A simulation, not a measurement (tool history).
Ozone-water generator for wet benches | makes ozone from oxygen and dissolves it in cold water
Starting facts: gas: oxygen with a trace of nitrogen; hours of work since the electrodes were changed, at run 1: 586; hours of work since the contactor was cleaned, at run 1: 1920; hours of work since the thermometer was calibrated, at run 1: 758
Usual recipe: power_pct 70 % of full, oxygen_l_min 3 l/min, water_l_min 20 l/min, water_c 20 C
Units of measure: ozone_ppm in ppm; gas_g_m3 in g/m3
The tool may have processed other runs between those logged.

run     day  power_pct  oxygen_l_min  water_l_min  water_c  hours of work since the electrodes were changed  hours of work since the contactor was cleaned  hours of work since the thermometer was calibrated  ozone_ppm  gas_g_m3
  1       0         70             3           20       20                                              586                                           1920                                                 758       13.8       163
  2   2.358         58             3           20       20                                              626                                           1960                                                 798         12     140.5
  3   3.483         58             3           20       20                                              645                                           1979                                                 817       11.9     138.8
  4   4.533         58             3           20       20                                              663                                           1997                                                 835       11.9       141
  5   5.746         64             3           20       20                                              683                                           2017                                                 855       12.7     151.3
  6   7.312         64             3           20       20                                              710                                           2044                                                 882       12.9     151.6
  7   9.546         43             3           20       20                                              748                                           2082                                                 920        9.4     111.3
  8  11.792         43             3           20       14                                              786                                           2120                                                 958        9.7     111.3
  9  13.254         70             3           21       26                                              810                                           2144                                                 983       12.3     164.6
 10  15.629         70             3           27       16                                              850                                           2185                                                1023       10.5     165.9
 11  17.533         70          3.84           21       17                                              883                                           2217                                                1055       15.1     150.9
 12  19.629         70          1.83           15       20                                              918                                           2252                                                1090       15.1     193.1
 13  21.842         66          4.85           13       15                                              956                                           2290                                                1128       22.3     133.5
 14  23.979         70          3.48           20       21                                              992                                           2326                                                1164       14.3       157
 15  26.025         94          1.65           13       17                                             1026                                           2360                                                1199       21.2       254

Branching from run 15: 5 alternative next runs. What would each branch give?
  A  27.871         70          2.52           18       19                                             1058                                           2392                                                1230          ?         ?
  B  27.871         94          3.73           13       17                                             1058                                           2392                                                1230          ?         ?
  C  27.871         94          1.65           15       25                                             1058                                           2392                                                1230          ?         ?
  D  27.871         94          1.65           30       17                                             1058                                           2392                                                1230          ?         ?
  E  27.871         94          3.13           13       17                                             1058                                           2392                                                1230          ?         ?

run  ozone_ppm  gas_g_m3
  A       14.3     174.1
  B       27.2     196.5
  C       17.1     254.7
  D        8.8     254.1
  E       26.4     206.9
The same runs, with their run-to-run variation unchanged, on a tool lacking any hidden condition would have given:
run  ozone_ppm  gas_g_m3
  A       14.3       171
  B       27.2       193
  C       17.1     250.1
  D        8.8     249.5
  E       26.4     203.2

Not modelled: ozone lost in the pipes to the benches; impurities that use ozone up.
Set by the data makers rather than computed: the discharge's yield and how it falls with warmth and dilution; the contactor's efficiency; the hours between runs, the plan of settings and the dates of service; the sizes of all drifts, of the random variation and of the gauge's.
